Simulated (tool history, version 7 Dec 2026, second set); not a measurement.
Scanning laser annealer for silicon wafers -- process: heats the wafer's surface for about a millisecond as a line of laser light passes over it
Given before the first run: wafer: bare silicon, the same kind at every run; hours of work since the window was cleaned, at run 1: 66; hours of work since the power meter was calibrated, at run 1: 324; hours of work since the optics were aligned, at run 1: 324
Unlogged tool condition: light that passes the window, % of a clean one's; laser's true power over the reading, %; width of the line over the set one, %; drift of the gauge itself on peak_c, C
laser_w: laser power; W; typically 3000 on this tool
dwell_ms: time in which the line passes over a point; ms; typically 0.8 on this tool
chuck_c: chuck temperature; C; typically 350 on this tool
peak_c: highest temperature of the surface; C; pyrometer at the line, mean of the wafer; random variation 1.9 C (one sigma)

run	hour	laser_w	dwell_ms	chuck_c	hours of work since the window was cleaned	hours of work since the power meter was calibrated	hours of work since the optics were aligned	peak_c
1	0	3000	0.8	350	66	324	324	1136
2	49.4	3000	0.8	350	90	348	348	1134
3	84.8	3000	0.8	350	108	366	366	1136
4	121.4	3000	0.8	350	125	383	383	1133
5	170.7	3201	0.8	350	149	407	407	1198
6	222.4	3000	0.8	350	175	433	433	1132
7	247.3	3000	0.8	345	187	445	445	1124
8	285.3	3000	0.8	345	205	463	463	1121
9	328.9	3000	0.8	345	226	485	485	1125
10	359	3000	0.8	345	241	499	499	1121
11	399.3	3000	0.8	350	261	519	519	1125
12	445.2	3000	0.909	350	283	541	541	1175
13	500.6	3000	0.909	350	310	568	568	1175
14	538.1	3000	0.8	350	328	586	586	1119
15	587	3000	0.777	350	352	610	610	1108
16	629.1	3000	0.697	350	373	631	631	1067
17	670.3	2580	0.8	350	393	651	651	987
18	711.2	2580	0.8	350	413	671	671	983
19	748.5	2580	0.8	350	431	689	689	980
20	784.6	3000	0.8	350	448	706	706	1113
21	828.1	2897	0.794	378	470	728	728	1106
22	882.7	2632	0.8	353	496	754	754	998
# hour 908.4: optics aligned, line set to its width
23	930.2	2651	0.589	328	517	775	11	895
24	982.2	2733	0.8	355	542	800	36	1040
# hour 1019: window over the wafer cleaned
25	1026.2	3231	0.926	374	4	821	56	1317
26	1053.5	3231	0.87	363	17	834	70	1275
27	1094.6	3231	0.582	388	37	854	90	1132
28	1136.2	2907	0.8	361	57	874	110	1125
29	1159.3	2907	0.8	361	68	886	121	1126
30	1202	3109	0.788	350	89	906	142	1177
31	1235.8	3125	0.8	350	106	923	158	1182
32	1277	2806	0.8	311	126	943	179	1036
33	1327.1	3225	0.8	360	150	967	203	1225
34	1383	3225	0.8	360	177	995	230	1223
35	1407.6	3225	0.8	360	189	1006	242	1223
36	1432.5	3225	0.8	360	201	1019	254	1222
37	1471.4	3000	0.8	368	220	1038	273	1154
38	1526.1	3000	0.8	368	247	1064	300	1153
39	1572.9	3000	0.8	368	270	1087	323	1150
40	1626.1	3000	0.688	350	296	1113	349	1072

What if the next run were any one of these 3? Each begins from the tool's condition after run 40:
A	1674.7	3049	0.8	341	319	1137	372	?
B	1674.7	2862	0.727	378	319	1137	372	?
C	1674.7	3116	0.865	372	319	1137	372	?

run	peak_c
A	1135
B	1075
C	1221
Without the tool's hidden state the same runs would have given:
run	peak_c
A	1155
B	1093
C	1243
